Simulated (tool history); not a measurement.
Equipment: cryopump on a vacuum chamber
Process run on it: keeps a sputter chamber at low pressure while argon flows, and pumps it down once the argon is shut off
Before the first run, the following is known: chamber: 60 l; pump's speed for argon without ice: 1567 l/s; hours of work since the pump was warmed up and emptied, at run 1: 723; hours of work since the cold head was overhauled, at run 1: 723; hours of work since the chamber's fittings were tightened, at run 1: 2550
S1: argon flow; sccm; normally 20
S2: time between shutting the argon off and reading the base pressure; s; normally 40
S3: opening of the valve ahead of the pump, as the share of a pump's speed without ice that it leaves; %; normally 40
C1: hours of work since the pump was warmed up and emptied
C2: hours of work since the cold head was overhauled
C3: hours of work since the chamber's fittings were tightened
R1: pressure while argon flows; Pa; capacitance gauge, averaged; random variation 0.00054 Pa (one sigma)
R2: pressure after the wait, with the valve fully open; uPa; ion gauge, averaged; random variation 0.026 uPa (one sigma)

run     day  S1   S2  S3   C1   C2    C3      R1    R2
  1   0.000  20   40  40  723  723  2550  0.0573  2.25
  2   1.725  20   42  40  743  743  2570  0.0580  2.18
  3   2.688  20   42  40  754  754  2581  0.0589  2.21
  4   4.179  20   42  40  771  771  2598  0.0591  2.22
  5   6.196  20   42  40  794  794  2621  0.0599  2.26
  6   7.333  20   42  40  808  808  2635  0.0592  2.30
  7   9.038  20   42  40  827  827  2654  0.0595  2.25
  8  10.879  20   42  40  849  849  2676  0.0598  2.33
  9  12.538  10   42  17  868  868  2695  0.0656  2.28
 10  13.446  28   40  25  878  878  2705  0.1287  2.40
 11  14.917  20   95  28  895  895  2722  0.0834  1.87
 12  16.950   9   40  40  919  919  2746  0.0262  2.51
 13  18.638  14  119  54  938  938  2765  0.0330  1.85
 14  19.975  40   46  36  954  954  2781  0.1336  2.30
 15  20.829  21   66  18  963  963  2790  0.1334  2.10

Below are 5 alternative next runs, each starting from the tool's condition after run 15. Predict each:
  A  22.025  25  240  28  977  977  2804   ?   ?
  B  22.025  21   64  18  977  977  2804   ?   ?
  C  22.025  21  180  18  977  977  2804   ?   ?
  D  22.025   9   46  41  977  977  2804   ?   ?
  E  22.025  15   40  27  977  977  2804   ?   ?

run      R1    R2
  A  0.1044  1.67
  B  0.1315  2.16
  C  0.1315  1.69
  D  0.0270  2.26
  E  0.0656  2.42
Take away the tool's hidden state, keep each run's random variation, and the runs would have read:
run      R1    R2
  A  0.0962  0.33
  B  0.1247  0.78
  C  0.1246  0.36
  D  0.0241  0.93
  E  0.0607  1.06

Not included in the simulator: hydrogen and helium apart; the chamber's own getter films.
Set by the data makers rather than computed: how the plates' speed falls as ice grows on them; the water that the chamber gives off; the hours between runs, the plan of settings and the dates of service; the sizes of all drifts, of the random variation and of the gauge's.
